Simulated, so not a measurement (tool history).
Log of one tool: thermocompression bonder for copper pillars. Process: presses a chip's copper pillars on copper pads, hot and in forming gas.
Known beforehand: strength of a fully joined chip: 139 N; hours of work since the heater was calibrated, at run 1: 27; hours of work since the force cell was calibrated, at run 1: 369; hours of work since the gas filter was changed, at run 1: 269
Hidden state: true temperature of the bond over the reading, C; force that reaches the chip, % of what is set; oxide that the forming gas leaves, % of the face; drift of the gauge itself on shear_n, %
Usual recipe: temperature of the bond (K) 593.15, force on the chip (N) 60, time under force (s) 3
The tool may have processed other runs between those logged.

run   hour  temperature of the bond (K)  force on the chip (N)  time under force (s)  hours of work since the heater was calibrated  hours of work since the force cell was calibrated  hours of work since the gas filter was changed  force that shears a chip off (N)
  1    0.0                       593.15                     60                     3                                             27                                                369                                             269                              44.3
      14.7  -- forming gas filter changed
  2   20.0                       593.15                     72                     3                                             40                                                383                                               4                              57.3
  3   35.0                       593.15                     60                     3                                             51                                                393                                              14                              50.9
  4   57.4                       588.15                     60                     3                                             66                                                409                                              30                              47.9
  5   68.9                       617.15                     60                     3                                             74                                                417                                              38                              61.9
  6   83.0                       617.15                     60                     3                                             84                                                427                                              48                              62.2
  7   98.5                       617.15                     60                     7                                             95                                                437                                              58                              83.1
  8  112.8                       617.15                     60                     7                                            105                                                447                                              68                              81.3
  9  130.3                       617.15                     60                     7                                            117                                                460                                              81                              79.7
 10  142.3                       593.15                     43                     2                                            126                                                468                                              89                              34.0
 11  157.1                       593.15                     43                     2                                            136                                                478                                              99                              33.6

Same runs, no hidden state in the tool, same run-to-run variation:
run  force that shears a chip off (N)
  1                              50.6
  2                              58.3
  3                              52.2
  4                              49.4
  5                              64.0
  6                              64.7
  7                              86.5
  8                              85.1
  9                              83.9
 10                              36.2
 11                              36.0
